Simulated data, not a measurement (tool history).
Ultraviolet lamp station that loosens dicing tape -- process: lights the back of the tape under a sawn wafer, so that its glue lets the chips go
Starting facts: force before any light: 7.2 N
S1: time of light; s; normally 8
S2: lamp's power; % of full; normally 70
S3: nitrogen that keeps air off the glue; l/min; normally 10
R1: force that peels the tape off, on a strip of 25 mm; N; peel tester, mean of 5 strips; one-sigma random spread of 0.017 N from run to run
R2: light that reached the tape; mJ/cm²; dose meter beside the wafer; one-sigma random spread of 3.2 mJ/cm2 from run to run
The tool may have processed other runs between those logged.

{"run": 1, "hour": 0.0, "S1": 8, "S2": 70, "S3": 10, "R1": 0.991, "R2": 459}
{"run": 2, "hour": 7.5, "S1": 8, "S2": 70, "S3": 10, "R1": 0.994, "R2": 465}
{"run": 3, "hour": 13.1, "S1": 8, "S2": 70, "S3": 10, "R1": 0.961, "R2": 458}
{"run": 4, "hour": 21.6, "S1": 8, "S2": 70, "S3": 10, "R1": 0.944, "R2": 461}
{"run": 5, "hour": 33.5, "S1": 8, "S2": 70, "S3": 10, "R1": 0.962, "R2": 459}
{"run": 6, "hour": 39.0, "S1": 8, "S2": 70, "S3": 10, "R1": 0.999, "R2": 459}
{"run": 7, "hour": 46.5, "S1": 8, "S2": 70, "S3": 10, "R1": 0.995, "R2": 452}
{"run": 8, "hour": 52.0, "S1": 7, "S2": 70, "S3": 10, "R1": 1.264, "R2": 397}
{"run": 9, "hour": 61.7, "S1": 16, "S2": 70, "S3": 10, "R1": 0.188, "R2": 903}
{"run": 10, "hour": 72.4, "S1": 16, "S2": 70, "S3": 5, "R1": 0.403, "R2": 904}
{"run": 11, "hour": 79.5, "S1": 16, "S2": 70, "S3": 5, "R1": 0.368, "R2": 904}
{"run": 12, "hour": 85.1, "S1": 16, "S2": 70, "S3": 5, "R1": 0.401, "R2": 898}
{"hour": 86.5, "done": "window cleaned of glue's vapour"}
{"run": 13, "hour": 98.4, "S1": 6, "S2": 70, "S3": 10, "R1": 1.773, "R2": 314}
{"hour": 111.1, "done": "window cleaned of glue's vapour, once more"}
{"run": 14, "hour": 111.1, "S1": 8, "S2": 63, "S3": 10, "R1": 1.061, "R2": 429}
{"run": 15, "hour": 123.9, "S1": 8, "S2": 63, "S3": 10, "R1": 1.075, "R2": 433}
{"run": 16, "hour": 137.2, "S1": 8, "S2": 63, "S3": 10, "R1": 1.109, "R2": 422}
{"run": 17, "hour": 144.8, "S1": 8, "S2": 74, "S3": 10, "R1": 0.799, "R2": 505}
{"run": 18, "hour": 153.0, "S1": 8, "S2": 70, "S3": 10, "R1": 0.911, "R2": 476}
{"run": 19, "hour": 164.3, "S1": 8, "S2": 61, "S3": 10, "R1": 1.135, "R2": 412}
{"run": 20, "hour": 172.4, "S1": 8, "S2": 61, "S3": 10, "R1": 1.189, "R2": 415}
{"run": 21, "hour": 179.6, "S1": 11, "S2": 61, "S3": 4, "R1": 1.233, "R2": 553}
{"run": 22, "hour": 188.8, "S1": 7, "S2": 93, "S3": 10, "R1": 0.704, "R2": 546}
{"run": 23, "hour": 201.6, "S1": 7, "S2": 93, "S3": 10, "R1": 0.673, "R2": 533}
{"run": 24, "hour": 208.8, "S1": 7, "S2": 93, "S3": 10, "R1": 0.7, "R2": 538}
{"run": 25, "hour": 220.7, "S1": 7, "S2": 93, "S3": 10, "R1": 0.694, "R2": 539}
{"run": 26, "hour": 233.5, "S1": 7, "S2": 93, "S3": 10, "R1": 0.734, "R2": 537}
{"run": 27, "hour": 246.6, "S1": 8, "S2": 89, "S3": 18, "R1": 0.383, "R2": 581}
{"run": 28, "hour": 252.9, "S1": 8, "S2": 89, "S3": 18, "R1": 0.388, "R2": 577}
{"run": 29, "hour": 260.9, "S1": 4, "S2": 67, "S3": 18, "R1": 2.254, "R2": 216}
{"run": 30, "hour": 267.4, "S1": 7, "S2": 73, "S3": 18, "R1": 0.815, "R2": 412}
{"run": 31, "hour": 274.1, "S1": 14, "S2": 74, "S3": 10, "R1": 0.237, "R2": 840}
{"run": 32, "hour": 283.3, "S1": 8, "S2": 64, "S3": 4, "R1": 1.962, "R2": 415}
{"run": 33, "hour": 290.8, "S1": 8, "S2": 84, "S3": 10, "R1": 0.709, "R2": 546}
{"run": 34, "hour": 300.1, "S1": 13, "S2": 71, "S3": 16, "R1": 0.237, "R2": 738}
{"run": 35, "hour": 308.3, "S1": 13, "S2": 62, "S3": 16, "R1": 0.321, "R2": 644}
{"run": 36, "hour": 317.4, "S1": 13, "S2": 62, "S3": 16, "R1": 0.307, "R2": 641}
{"run": 37, "hour": 323.2, "S1": 6, "S2": 62, "S3": 11, "R1": 1.917, "R2": 300}
{"run": 38, "hour": 332.0, "S1": 8, "S2": 70, "S3": 4, "R1": 1.745, "R2": 447}
{"run": 39, "hour": 339.8, "S1": 9, "S2": 84, "S3": 10, "R1": 0.554, "R2": 596}

Run by run, hidden condition taken away, random variation retained:
Hidden conditions of the tool in this case: lamp's light, % of a new lamp's; light that the window lets through, % of a clean one's; drift of the gauge itself on peel_n, %; drift of the gauge itself on dose_mj_cm2, %.
run=1 R1=0.833 R2=502
run=2 R1=0.830 R2=508
run=3 R1=0.798 R2=503
run=4 R1=0.779 R2=507
run=5 R1=0.789 R2=507
run=6 R1=0.817 R2=509
run=7 R1=0.808 R2=502
run=8 R1=1.048 R2=442
run=9 R1=0.144 R2=1009
run=10 R1=0.302 R2=1013
run=11 R1=0.270 R2=1015
run=12 R1=0.298 R2=1011
run=13 R1=1.367 R2=374
run=14 R1=0.968 R2=451
run=15 R1=0.973 R2=457
run=16 R1=0.996 R2=448
run=17 R1=0.702 R2=537
run=18 R1=0.801 R2=507
run=19 R1=1.005 R2=441
run=20 R1=1.048 R2=445
run=21 R1=1.085 R2=595
run=22 R1=0.593 R2=590
run=23 R1=0.561 R2=578
run=24 R1=0.581 R2=585
run=25 R1=0.569 R2=588
run=26 R1=0.598 R2=588
run=27 R1=0.300 R2=640
run=28 R1=0.300 R2=638
run=29 R1=1.993 R2=240
run=30 R1=0.651 R2=457
run=31 R1=0.180 R2=936
run=32 R1=1.691 R2=464
run=33 R1=0.550 R2=611
run=34 R1=0.178 R2=830
run=35 R1=0.237 R2=725
run=36 R1=0.223 R2=724
run=37 R1=1.608 R2=339
run=38 R1=1.450 R2=508
run=39 R1=0.404 R2=679
